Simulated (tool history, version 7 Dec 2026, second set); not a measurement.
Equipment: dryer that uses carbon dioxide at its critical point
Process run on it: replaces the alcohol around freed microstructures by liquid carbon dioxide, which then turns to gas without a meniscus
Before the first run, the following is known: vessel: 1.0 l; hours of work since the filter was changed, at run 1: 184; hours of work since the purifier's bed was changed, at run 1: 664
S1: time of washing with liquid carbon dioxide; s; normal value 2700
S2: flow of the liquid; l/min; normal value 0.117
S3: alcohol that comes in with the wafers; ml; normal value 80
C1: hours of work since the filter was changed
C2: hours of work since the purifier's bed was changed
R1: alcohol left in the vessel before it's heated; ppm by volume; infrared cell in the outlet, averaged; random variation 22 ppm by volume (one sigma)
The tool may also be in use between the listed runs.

{"run": 1, "hour": 0.0, "S1": 2700, "S2": 0.117, "S3": 80, "C1": 184, "C2": 664, "R1": 2166}
{"run": 2, "hour": 24.3, "S1": 2700, "S2": 0.117, "S3": 80, "C1": 195, "C2": 675, "R1": 2291}
{"run": 3, "hour": 64.5, "S1": 2700, "S2": 0.157, "S3": 80, "C1": 213, "C2": 694, "R1": 792}
{"run": 4, "hour": 87.0, "S1": 2700, "S2": 0.157, "S3": 80, "C1": 223, "C2": 704, "R1": 838}
{"run": 5, "hour": 133.2, "S1": 2700, "S2": 0.157, "S3": 80, "C1": 244, "C2": 725, "R1": 874}
{"run": 6, "hour": 177.2, "S1": 2700, "S2": 0.157, "S3": 80, "C1": 264, "C2": 745, "R1": 881}
{"run": 7, "hour": 218.9, "S1": 2700, "S2": 0.157, "S3": 80, "C1": 283, "C2": 764, "R1": 912}
{"run": 8, "hour": 249.2, "S1": 2700, "S2": 0.157, "S3": 80, "C1": 297, "C2": 777, "R1": 942}
{"run": 9, "hour": 296.2, "S1": 3240, "S2": 0.157, "S3": 80, "C1": 318, "C2": 799, "R1": 487}
{"run": 10, "hour": 317.3, "S1": 3240, "S2": 0.088, "S3": 65, "C1": 328, "C2": 808, "R1": 3037}
{"run": 11, "hour": 349.7, "S1": 3240, "S2": 0.088, "S3": 65, "C1": 342, "C2": 823, "R1": 2961}
{"run": 12, "hour": 373.1, "S1": 3240, "S2": 0.088, "S3": 65, "C1": 353, "C2": 834, "R1": 3052}
{"run": 13, "hour": 417.8, "S1": 3240, "S2": 0.087, "S3": 119, "C1": 373, "C2": 854, "R1": 5880}
{"run": 14, "hour": 468.1, "S1": 2700, "S2": 0.117, "S3": 70, "C1": 396, "C2": 877, "R1": 2680}
{"run": 15, "hour": 489.5, "S1": 2700, "S2": 0.072, "S3": 28, "C1": 406, "C2": 886, "R1": 3605}
{"run": 16, "hour": 510.1, "S1": 2700, "S2": 0.072, "S3": 28, "C1": 415, "C2": 896, "R1": 3732}
{"run": 17, "hour": 542.2, "S1": 1740, "S2": 0.182, "S3": 39, "C1": 430, "C2": 910, "R1": 1735}

Branching from run 17: 4 alternative next runs. What would each branch give?
{"run": "A", "hour": 582.7, "S1": 2340, "S2": 0.112, "S3": 104, "C1": 448, "C2": 929, "R1": "?"}
{"run": "B", "hour": 582.7, "S1": 2700, "S2": 0.117, "S3": 45, "C1": 448, "C2": 929, "R1": "?"}
{"run": "C", "hour": 582.7, "S1": 1680, "S2": 0.093, "S3": 46, "C1": 448, "C2": 929, "R1": "?"}
{"run": "D", "hour": 582.7, "S1": 2700, "S2": 0.117, "S3": 103, "C1": 448, "C2": 929, "R1": "?"}

run=A R1=7061
run=B R1=1932
run=C R1=9113
run=D R1=4164
Take away the tool's hidden state, keep each run's random variation, and the runs would have read:
run=A R1=3663
run=B R1=827
run=C R1=6115
run=D R1=1872
